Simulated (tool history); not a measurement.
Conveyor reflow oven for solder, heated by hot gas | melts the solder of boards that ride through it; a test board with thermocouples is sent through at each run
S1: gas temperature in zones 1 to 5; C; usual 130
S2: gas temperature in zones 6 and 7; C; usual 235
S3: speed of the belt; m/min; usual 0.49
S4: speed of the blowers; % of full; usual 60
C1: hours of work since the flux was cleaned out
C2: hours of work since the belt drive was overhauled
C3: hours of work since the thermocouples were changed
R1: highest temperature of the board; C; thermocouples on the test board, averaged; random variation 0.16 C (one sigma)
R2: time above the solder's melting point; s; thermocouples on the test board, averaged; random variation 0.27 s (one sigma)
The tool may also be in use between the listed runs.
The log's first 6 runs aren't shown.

Run 7, day 3.4: usual settings but S4 72 % of full; C1 66; C2 166; C3 320. Result: R1 216.9 C, R2 51.5 s.
Run 8, day 4.046: usual settings but S4 72 % of full; C1 74; C2 175; C3 328. Result: R1 216.5 C, R2 52.1 s.
Run 9, day 4.646: usual settings but S4 87 % of full; C1 82; C2 183; C3 336. Result: R1 219.2 C, R2 54.1 s.
Run 10, day 5.354: usual settings but S4 87 % of full; C1 91; C2 192; C3 345. Result: R1 219.5 C, R2 54.5 s.
Run 11, day 5.796: usual settings but S3 0.478 m/min, S4 87 % of full; C1 97; C2 198; C3 351. Result: R1 220.2 C, R2 56.4 s.
Run 12, day 6.562: usual settings but S3 0.478 m/min, S4 87 % of full; C1 107; C2 208; C3 361. Result: R1 220.1 C, R2 56.9 s.
Run 13, day 7.258: usual settings; C1 116; C2 217; C3 370. Result: R1 213.8 C, R2 48.7 s.
Run 14, day 8.033: usual settings but S1 120 C; C1 126; C2 227; C3 380. Result: R1 211.6 C, R2 44.4 s.
Run 15, day 8.525: usual settings but S1 120 C; C1 133; C2 233; C3 387. Result: R1 211.4 C, R2 44.3 s.
Run 16, day 9.279: usual settings; C1 142; C2 243; C3 397. Result: R1 213.5 C, R2 48.9 s.
Run 17, day 10.088: usual settings but S1 145 C, S2 232 C, S3 0.397 m/min, S4 70 % of full; C1 153; C2 254; C3 407. Result: R1 221.9 C, R2 75.6 s.
Run 18, day 10.925: usual settings but S1 145 C, S2 232 C, S3 0.397 m/min, S4 70 % of full; C1 164; C2 265; C3 418. Result: R1 222 C, R2 76.2 s.
Run 19, day 11.288: usual settings but S1 131 C, S2 232 C, S3 0.397 m/min, S4 70 % of full; C1 169; C2 269; C3 423. Result: R1 220 C, R2 69.6 s.
Run 20, day 12.071: usual settings but S3 0.492 m/min; C1 179; C2 280; C3 433. Result: R1 213.1 C, R2 47.9 s.
Run 21, day 12.825: usual settings but S3 0.499 m/min, S4 61 % of full; C1 189; C2 289; C3 443. Result: R1 212.8 C, R2 47.2 s.
At day 13.192: flux residue cleaned out of gas plates and filters.
Run 22, day 13.579: usual settings but S3 0.499 m/min, S4 61 % of full; C1 5; C2 297; C3 450. Result: R1 212.9 C, R2 47.7 s.
Run 23, day 14.308: usual settings but S2 226 C, S3 0.499 m/min, S4 79 % of full; C1 15; C2 306; C3 460. Result: R1 209.5 C, R2 45.6 s.
Run 24, day 15.046: usual settings but S2 241 C, S3 0.5 m/min; C1 24; C2 316; C3 469. Result: R1 218.2 C, R2 51.1 s.
Run 25, day 15.871: usual settings but S1 140 C, S2 250 C, S3 0.588 m/min, S4 68 % of full; C1 35; C2 327; C3 480. Result: R1 223.3 C, R2 49.1 s.
Run 26, day 16.404: usual settings but S2 237 C, S3 0.448 m/min; C1 42; C2 333; C3 487. Result: R1 218.8 C, R2 57.9 s.
Run 27, day 16.958: usual settings but S2 237 C, S3 0.466 m/min, S4 56 % of full; C1 49; C2 341; C3 494. Result: R1 216.2 C, R2 53.8 s.
Run 28, day 17.554: usual settings but S1 129 C, S2 231 C, S3 0.517 m/min, S4 78 % of full; C1 57; C2 348; C3 502. Result: R1 212.3 C, R2 45.3 s.
Run 29, day 18.35: usual settings but S1 116 C; C1 67; C2 359; C3 512. Result: R1 210.5 C, R2 42.4 s.
Run 30, day 18.925: usual settings but S1 129 C, S4 55 % of full; C1 75; C2 366; C3 520. Result: R1 211.8 C, R2 47 s.
Run 31, day 19.667: usual settings but S3 0.537 m/min; C1 84; C2 376; C3 530. Result: R1 210.1 C, R2 40.9 s.

4 ways to go on from here, each from the tool as it stands after run 31. What would each give?
Run A, day 20.208: usual settings but S1 125 C, S3 0.43 m/min, S4 54 % of full; C1 92; C2 383; C3 537. Result: R1 ?, R2 ?.
Run B, day 20.208: usual settings but S2 249 C, S3 0.443 m/min, S4 77 % of full; C1 92; C2 383; C3 537. Result: R1 ?, R2 ?.
Run C, day 20.208: usual settings but S3 0.437 m/min, S4 56 % of full; C1 92; C2 383; C3 537. Result: R1 ?, R2 ?.
Run D, day 20.208: usual settings but S1 115 C, S2 245 C, S3 0.537 m/min, S4 67 % of full; C1 92; C2 383; C3 537. Result: R1 ?, R2 ?.

run     R1    R2
  A  216.2  56.9
  B  233.3    70
  C  216.6  57.9
  D  217.1  43.2
Without the tool's hidden state the same runs would have given:
run     R1    R2
  A  216.3  56.9
  B  233.3    70
  C  216.7  57.9
  D  217.2  43.3
